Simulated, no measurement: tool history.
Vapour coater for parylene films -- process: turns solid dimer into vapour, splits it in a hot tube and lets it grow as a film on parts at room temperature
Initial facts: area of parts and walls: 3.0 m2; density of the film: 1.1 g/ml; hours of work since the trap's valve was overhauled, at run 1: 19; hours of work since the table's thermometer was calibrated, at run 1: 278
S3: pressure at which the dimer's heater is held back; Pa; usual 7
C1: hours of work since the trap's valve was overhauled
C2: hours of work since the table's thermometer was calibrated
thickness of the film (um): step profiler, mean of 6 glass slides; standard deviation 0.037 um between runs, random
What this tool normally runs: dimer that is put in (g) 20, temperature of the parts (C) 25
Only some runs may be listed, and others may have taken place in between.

run 1 hour=0 | dimer_that_is_put_in_(g)=20 temperature_of_the_parts_(C)=25 S3=7 | C1=19 C2=278 | thickness_of_the_film_(um)=3.89
run 2 hour=17.4 | dimer_that_is_put_in_(g)=20 temperature_of_the_parts_(C)=25 S3=7 | C1=26 C2=285 | thickness_of_the_film_(um)=3.98
run 3 hour=42.1 | dimer_that_is_put_in_(g)=20 temperature_of_the_parts_(C)=25 S3=7 | C1=36 C2=295 | thickness_of_the_film_(um)=3.96
run 4 hour=61.5 | dimer_that_is_put_in_(g)=20 temperature_of_the_parts_(C)=25 S3=7 | C1=44 C2=303 | thickness_of_the_film_(um)=3.91
run 5 hour=84.2 | dimer_that_is_put_in_(g)=20 temperature_of_the_parts_(C)=25 S3=7 | C1=53 C2=312 | thickness_of_the_film_(um)=3.98
run 6 hour=97.7 | dimer_that_is_put_in_(g)=20 temperature_of_the_parts_(C)=25 S3=7 | C1=59 C2=317 | thickness_of_the_film_(um)=3.92
run 7 hour=123.1 | dimer_that_is_put_in_(g)=20 temperature_of_the_parts_(C)=25 S3=7 | C1=69 C2=328 | thickness_of_the_film_(um)=3.97
run 8 hour=145.5 | dimer_that_is_put_in_(g)=29 temperature_of_the_parts_(C)=25 S3=7 | C1=78 C2=337 | thickness_of_the_film_(um)=5.66
run 9 hour=163.3 | dimer_that_is_put_in_(g)=20 temperature_of_the_parts_(C)=18 S3=7 | C1=86 C2=344 | thickness_of_the_film_(um)=5.26
run 10 hour=175.9 | dimer_that_is_put_in_(g)=20 temperature_of_the_parts_(C)=18 S3=7 | C1=91 C2=349 | thickness_of_the_film_(um)=5.25
run 11 hour=191.4 | dimer_that_is_put_in_(g)=20 temperature_of_the_parts_(C)=18 S3=5.95 | C1=97 C2=356 | thickness_of_the_film_(um)=5.47
run 12 hour=208.2 | dimer_that_is_put_in_(g)=20 temperature_of_the_parts_(C)=23 S3=7 | C1=104 C2=363 | thickness_of_the_film_(um)=4.28
run 13 hour=231.8 | dimer_that_is_put_in_(g)=20 temperature_of_the_parts_(C)=23 S3=7 | C1=114 C2=372 | thickness_of_the_film_(um)=4.36
run 14 hour=253.8 | dimer_that_is_put_in_(g)=20 temperature_of_the_parts_(C)=23 S3=7 | C1=123 C2=381 | thickness_of_the_film_(um)=4.35
run 15 hour=268.2 | dimer_that_is_put_in_(g)=20 temperature_of_the_parts_(C)=23 S3=7 | C1=129 C2=387 | thickness_of_the_film_(um)=4.28
run 16 hour=281.7 | dimer_that_is_put_in_(g)=20 temperature_of_the_parts_(C)=23 S3=7 | C1=134 C2=393 | thickness_of_the_film_(um)=4.32
run 17 hour=297.7 | dimer_that_is_put_in_(g)=20 temperature_of_the_parts_(C)=23 S3=7 | C1=141 C2=399 | thickness_of_the_film_(um)=4.3
run 18 hour=309.6 | dimer_that_is_put_in_(g)=20 temperature_of_the_parts_(C)=23 S3=3.23 | C1=145 C2=404 | thickness_of_the_film_(um)=5.04
run 19 hour=335.3 | dimer_that_is_put_in_(g)=20 temperature_of_the_parts_(C)=22 S3=7 | C1=156 C2=414 | thickness_of_the_film_(um)=4.46
run 20 hour=359 | dimer_that_is_put_in_(g)=32 temperature_of_the_parts_(C)=32 S3=9.67 | C1=166 C2=424 | thickness_of_the_film_(um)=4.28
run 21 hour=377 | dimer_that_is_put_in_(g)=16 temperature_of_the_parts_(C)=36 S3=9.11 | C1=173 C2=431 | thickness_of_the_film_(um)=1.86
run 22 hour=398.6 | dimer_that_is_put_in_(g)=16 temperature_of_the_parts_(C)=36 S3=9.11 | C1=182 C2=440 | thickness_of_the_film_(um)=1.84
run 23 hour=410.6 | dimer_that_is_put_in_(g)=20 temperature_of_the_parts_(C)=18 S3=10.46 | C1=187 C2=445 | thickness_of_the_film_(um)=4.95
run 24 hour=436.7 | dimer_that_is_put_in_(g)=20 temperature_of_the_parts_(C)=18 S3=10.46 | C1=197 C2=456 | thickness_of_the_film_(um)=4.9
run 25 hour=451.2 | dimer_that_is_put_in_(g)=20 temperature_of_the_parts_(C)=18 S3=10.46 | C1=203 C2=462 | thickness_of_the_film_(um)=4.83
run 26 hour=475.1 | dimer_that_is_put_in_(g)=20 temperature_of_the_parts_(C)=18 S3=10.46 | C1=213 C2=472 | thickness_of_the_film_(um)=4.9
run 27 hour=487.3 | dimer_that_is_put_in_(g)=20 temperature_of_the_parts_(C)=29 S3=2.61 | C1=218 C2=476 | thickness_of_the_film_(um)=4.08
run 28 hour=506.5 | dimer_that_is_put_in_(g)=33 temperature_of_the_parts_(C)=21 S3=4.36 | C1=226 C2=484 | thickness_of_the_film_(um)=8.41
run 29 hour=518.6 | dimer_that_is_put_in_(g)=33 temperature_of_the_parts_(C)=21 S3=4.36 | C1=231 C2=489 | thickness_of_the_film_(um)=8.42
run 30 hour=534.1 | dimer_that_is_put_in_(g)=13 temperature_of_the_parts_(C)=35 S3=7.95 | C1=237 C2=496 | thickness_of_the_film_(um)=1.62
run 31 hour=558.3 | dimer_that_is_put_in_(g)=13 temperature_of_the_parts_(C)=35 S3=7.95 | C1=247 C2=505 | thickness_of_the_film_(um)=1.59

Consider 4 possible next runs. They are alternatives, not a sequence: every one starts from the tool as it was left by run 31. What does each give?
run A hour=573 | dimer_that_is_put_in_(g)=11 temperature_of_the_parts_(C)=25 S3=7 | C1=253 C2=511 | thickness_of_the_film_(um)=?
run B hour=573 | dimer_that_is_put_in_(g)=16 temperature_of_the_parts_(C)=25 S3=7 | C1=253 C2=511 | thickness_of_the_film_(um)=?
run C hour=573 | dimer_that_is_put_in_(g)=20 temperature_of_the_parts_(C)=32 S3=7 | C1=253 C2=511 | thickness_of_the_film_(um)=?
run D hour=573 | dimer_that_is_put_in_(g)=20 temperature_of_the_parts_(C)=24 S3=3.02 | C1=253 C2=511 | thickness_of_the_film_(um)=?

run=A thickness_of_the_film_(um)=2.15
run=B thickness_of_the_film_(um)=3.12
run=C thickness_of_the_film_(um)=2.91
run=D thickness_of_the_film_(um)=4.95
With the hidden condition removed and each run's random variation left untouched, the same runs would have given:
run=A thickness_of_the_film_(um)=2.16
run=B thickness_of_the_film_(um)=3.14
run=C thickness_of_the_film_(um)=2.92
run=D thickness_of_the_film_(um)=4.97
